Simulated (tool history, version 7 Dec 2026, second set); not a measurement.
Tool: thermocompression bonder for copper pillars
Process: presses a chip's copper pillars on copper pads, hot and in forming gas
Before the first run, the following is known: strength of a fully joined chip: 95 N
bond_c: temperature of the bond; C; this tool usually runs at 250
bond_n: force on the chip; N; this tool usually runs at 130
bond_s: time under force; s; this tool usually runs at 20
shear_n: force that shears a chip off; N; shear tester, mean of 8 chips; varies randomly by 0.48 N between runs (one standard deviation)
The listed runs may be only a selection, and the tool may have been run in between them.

{"run": 1, "hour": 0.0, "bond_c": 250, "bond_n": 130, "bond_s": 20, "shear_n": 58.6}
{"run": 2, "hour": 27.8, "bond_c": 250, "bond_n": 130, "bond_s": 20, "shear_n": 58.0}
{"run": 3, "hour": 44.6, "bond_c": 250, "bond_n": 130, "bond_s": 19, "shear_n": 57.0}
{"run": 4, "hour": 65.9, "bond_c": 250, "bond_n": 130, "bond_s": 20, "shear_n": 59.1}
{"run": 5, "hour": 78.6, "bond_c": 250, "bond_n": 130, "bond_s": 20, "shear_n": 57.0}
{"run": 6, "hour": 93.0, "bond_c": 250, "bond_n": 130, "bond_s": 20, "shear_n": 56.8}
{"run": 7, "hour": 112.1, "bond_c": 250, "bond_n": 130, "bond_s": 20, "shear_n": 57.7}
{"hour": 115.2, "done": "forming gas filter changed"}
{"run": 8, "hour": 136.7, "bond_c": 250, "bond_n": 130, "bond_s": 20, "shear_n": 58.1}
{"hour": 140.0, "done": "force cell calibrated"}
{"run": 9, "hour": 151.4, "bond_c": 250, "bond_n": 130, "bond_s": 20, "shear_n": 58.2}
{"run": 10, "hour": 175.0, "bond_c": 250, "bond_n": 130, "bond_s": 20, "shear_n": 58.1}
{"run": 11, "hour": 192.2, "bond_c": 250, "bond_n": 130, "bond_s": 20, "shear_n": 57.7}
{"run": 12, "hour": 208.2, "bond_c": 250, "bond_n": 130, "bond_s": 20, "shear_n": 57.7}
{"run": 13, "hour": 231.0, "bond_c": 262, "bond_n": 130, "bond_s": 20, "shear_n": 67.9}
{"run": 14, "hour": 250.3, "bond_c": 262, "bond_n": 130, "bond_s": 20, "shear_n": 67.3}
{"hour": 265.5, "done": "force cell calibrated, once more"}
{"run": 15, "hour": 272.9, "bond_c": 262, "bond_n": 130, "bond_s": 20, "shear_n": 66.2}
{"run": 16, "hour": 298.3, "bond_c": 277, "bond_n": 130, "bond_s": 46, "shear_n": 86.0}
{"run": 17, "hour": 320.5, "bond_c": 250, "bond_n": 130, "bond_s": 31, "shear_n": 63.2}
{"run": 18, "hour": 342.0, "bond_c": 249, "bond_n": 79, "bond_s": 24, "shear_n": 39.0}
{"run": 19, "hour": 358.7, "bond_c": 249, "bond_n": 79, "bond_s": 24, "shear_n": 38.2}
{"run": 20, "hour": 379.9, "bond_c": 241, "bond_n": 130, "bond_s": 21, "shear_n": 48.9}
{"hour": 390.7, "done": "forming gas filter changed"}
{"run": 21, "hour": 402.0, "bond_c": 250, "bond_n": 95, "bond_s": 41, "shear_n": 55.9}
{"run": 22, "hour": 425.9, "bond_c": 259, "bond_n": 130, "bond_s": 27, "shear_n": 69.0}

What does the tool deliver on the next run?
{"run": 23, "hour": 454.8, "bond_c": 250, "bond_n": 169, "bond_s": 40, "shear_n": "?"}

Run 23 came out at shear_n 77.0 N.
With no hidden state in the tool, this same run would have given shear_n 82.5 N.

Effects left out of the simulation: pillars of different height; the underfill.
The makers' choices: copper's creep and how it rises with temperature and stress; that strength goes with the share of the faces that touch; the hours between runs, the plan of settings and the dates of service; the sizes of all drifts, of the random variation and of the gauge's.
